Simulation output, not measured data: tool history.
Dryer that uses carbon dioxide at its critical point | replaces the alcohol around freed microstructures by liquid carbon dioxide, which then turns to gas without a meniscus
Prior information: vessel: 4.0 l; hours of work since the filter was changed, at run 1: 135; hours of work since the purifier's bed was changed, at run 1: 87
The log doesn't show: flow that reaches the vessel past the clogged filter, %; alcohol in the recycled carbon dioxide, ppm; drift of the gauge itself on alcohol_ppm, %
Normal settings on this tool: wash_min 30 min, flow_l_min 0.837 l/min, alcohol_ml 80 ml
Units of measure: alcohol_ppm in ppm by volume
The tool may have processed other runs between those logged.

run,hour,wash_min,flow_l_min,alcohol_ml,hours of work since the filter was changed,hours of work since the purifier's bed was changed,alcohol_ppm
1,0.0,30,0.837,80,135,87,143
2,6.3,30,0.837,80,137,89,137
3,12.2,30,0.837,80,139,91,145
4,20.7,32,0.837,80,143,95,108
5,28.0,32,0.837,80,145,97,107
6,33.3,32,0.837,80,147,99,110
7,41.5,32,0.837,80,150,102,109
8,49.7,32,0.837,80,154,105,117
9,53.6,32,0.837,80,155,107,105
10,59.7,32,0.837,80,157,109,114
11,67.0,31,1.109,56,160,112,25
12,76.0,31,1.109,56,163,115,29
13,85.4,30,0.798,45,167,119,110
14,94.1,41,0.617,107,170,122,195
15,101.0,30,0.692,49,173,125,218
16,108.0,48,0.726,67,175,127,34
17,115.7,27,1.144,76,178,130,59
18,121.2,27,1.144,76,180,132,62
19,130.0,24,1.144,45,184,136,67

Forecast each of these 3 alternatives for the next run:
A,133.8,25,0.614,30,185,137,?
B,133.8,36,0.652,24,185,137,?
C,133.8,32,1.144,22,185,137,?

run,alcohol_ppm
A,387
B,65
C,24
The same runs, with their run-to-run variation unchanged, on a tool lacking any hidden condition would have given:
run,alcohol_ppm
A,255
B,28
C,13
